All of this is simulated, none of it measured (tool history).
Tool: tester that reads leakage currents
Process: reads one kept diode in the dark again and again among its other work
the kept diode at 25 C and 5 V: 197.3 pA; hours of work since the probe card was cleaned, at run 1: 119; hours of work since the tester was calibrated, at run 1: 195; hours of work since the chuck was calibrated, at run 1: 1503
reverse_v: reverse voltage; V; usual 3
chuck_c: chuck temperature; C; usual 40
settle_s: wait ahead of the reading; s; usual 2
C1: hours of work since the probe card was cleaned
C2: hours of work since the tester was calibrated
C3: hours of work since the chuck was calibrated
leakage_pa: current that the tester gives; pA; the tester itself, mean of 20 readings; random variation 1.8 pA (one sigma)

Run 1, day 0: usual settings; C1 119; C2 195; C3 1503. Result: leakage_pa 702.3 pA.
Run 2, day 1.267: usual settings; C1 141; C2 217; C3 1524. Result: leakage_pa 704.16 pA.
Run 3, day 2: usual settings but reverse_v 10.1 V; C1 153; C2 229; C3 1536. Result: leakage_pa 1089.57 pA.
Run 4, day 2.912: usual settings but reverse_v 10.1 V; C1 169; C2 245; C3 1552. Result: leakage_pa 1087.72 pA.
Run 5, day 3.942: usual settings but reverse_v 10.1 V; C1 186; C2 262; C3 1569. Result: leakage_pa 1092.33 pA.
Run 6, day 5.004: usual settings but reverse_v 10.1 V; C1 204; C2 280; C3 1587. Result: leakage_pa 1096.59 pA.
Run 7, day 5.862: usual settings but reverse_v 10.1 V; C1 218; C2 294; C3 1602. Result: leakage_pa 1096.7 pA.
Run 8, day 6.667: usual settings but chuck_c 39 C; C1 232; C2 308; C3 1615. Result: leakage_pa 662.83 pA.
Run 9, day 7.608: usual settings; C1 248; C2 324; C3 1631. Result: leakage_pa 709.58 pA.
Run 10, day 8.946: usual settings; C1 271; C2 346; C3 1654. Result: leakage_pa 713.1 pA.
Run 11, day 9.792: usual settings; C1 285; C2 361; C3 1668. Result: leakage_pa 715.46 pA.
Run 12, day 10.804: usual settings; C1 302; C2 378; C3 1685. Result: leakage_pa 720.4 pA.
Run 13, day 11.375: usual settings; C1 312; C2 387; C3 1695. Result: leakage_pa 716.46 pA.
Run 14, day 12.354: usual settings but reverse_v 10.54 V, chuck_c 29 C, settle_s 2.06 s; C1 328; C2 404; C3 1711. Result: leakage_pa 445.55 pA.
Run 15, day 13.542: usual settings but reverse_v 5.6 V, chuck_c 25 C, settle_s 2.24 s; C1 348; C2 424; C3 1731. Result: leakage_pa 248.57 pA.
Run 16, day 14.238: usual settings but reverse_v 5.29 V, chuck_c 21 C; C1 360; C2 436; C3 1743. Result: leakage_pa 169.49 pA.
At day 14.475: probe card cleaned and baked.
Run 17, day 15.233: usual settings but reverse_v 7.66 V, chuck_c 21 C, settle_s 0.49 s; C1 13; C2 450; C3 1758. Result: leakage_pa 199.86 pA.
Run 18, day 16.229: usual settings but reverse_v 7.66 V, chuck_c 21 C, settle_s 0.49 s; C1 30; C2 467; C3 1774. Result: leakage_pa 200.25 pA.
Run 19, day 17.121: usual settings but reverse_v 7.66 V, chuck_c 21 C, settle_s 0.49 s; C1 45; C2 482; C3 1790. Result: leakage_pa 201.15 pA.
Run 20, day 18.254: usual settings but reverse_v 2.61 V; C1 64; C2 502; C3 1809. Result: leakage_pa 694.54 pA.
Run 21, day 19.588: usual settings but reverse_v 1.78 V, settle_s 1.85 s; C1 86; C2 524; C3 1831. Result: leakage_pa 604.75 pA.
Run 22, day 20.458: usual settings but reverse_v 1.56 V, chuck_c 26 C, settle_s 0.45 s; C1 101; C2 539; C3 1846. Result: leakage_pa 175.47 pA.
Run 23, day 21.779: usual settings but reverse_v 3.08 V, settle_s 0.4 s; C1 123; C2 561; C3 1868. Result: leakage_pa 741.49 pA.
At day 22.025: probe card cleaned and baked, once more.
Run 24, day 23.121: usual settings but reverse_v 13.72 V, chuck_c 26 C, settle_s 2.5 s; C1 19; C2 582; C3 1889. Result: leakage_pa 378.28 pA.
Run 25, day 24.433: usual settings but reverse_v 13.72 V, chuck_c 26 C, settle_s 2.5 s; C1 41; C2 604; C3 1911. Result: leakage_pa 379.61 pA.

4 ways to go on from here, each from the tool as it stands after run 25. What would each give?
Run A, day 25.312: usual settings but reverse_v 3.16 V, chuck_c 23 C, settle_s 1.14 s; C1 56; C2 619; C3 1926. Result: leakage_pa ?.
Run B, day 25.312: usual settings but reverse_v 1.73 V, chuck_c 43 C, settle_s 2.92 s; C1 56; C2 619; C3 1926. Result: leakage_pa ?.
Run C, day 25.312: usual settings but reverse_v 5.08 V, chuck_c 31 C, settle_s 2.5 s; C1 56; C2 619; C3 1926. Result: leakage_pa ?.
Run D, day 25.312: usual settings but reverse_v 6.91 V, chuck_c 35 C, settle_s 9.98 s; C1 56; C2 619; C3 1926. Result: leakage_pa ?.

run  leakage_pa
  A      172.61
  B      767.36
  C      414.12
  D      651.74
Without the tool's hidden state the same runs would have given:
run  leakage_pa
  A      140.14
  B      638.77
  C      339.69
  D      537.21

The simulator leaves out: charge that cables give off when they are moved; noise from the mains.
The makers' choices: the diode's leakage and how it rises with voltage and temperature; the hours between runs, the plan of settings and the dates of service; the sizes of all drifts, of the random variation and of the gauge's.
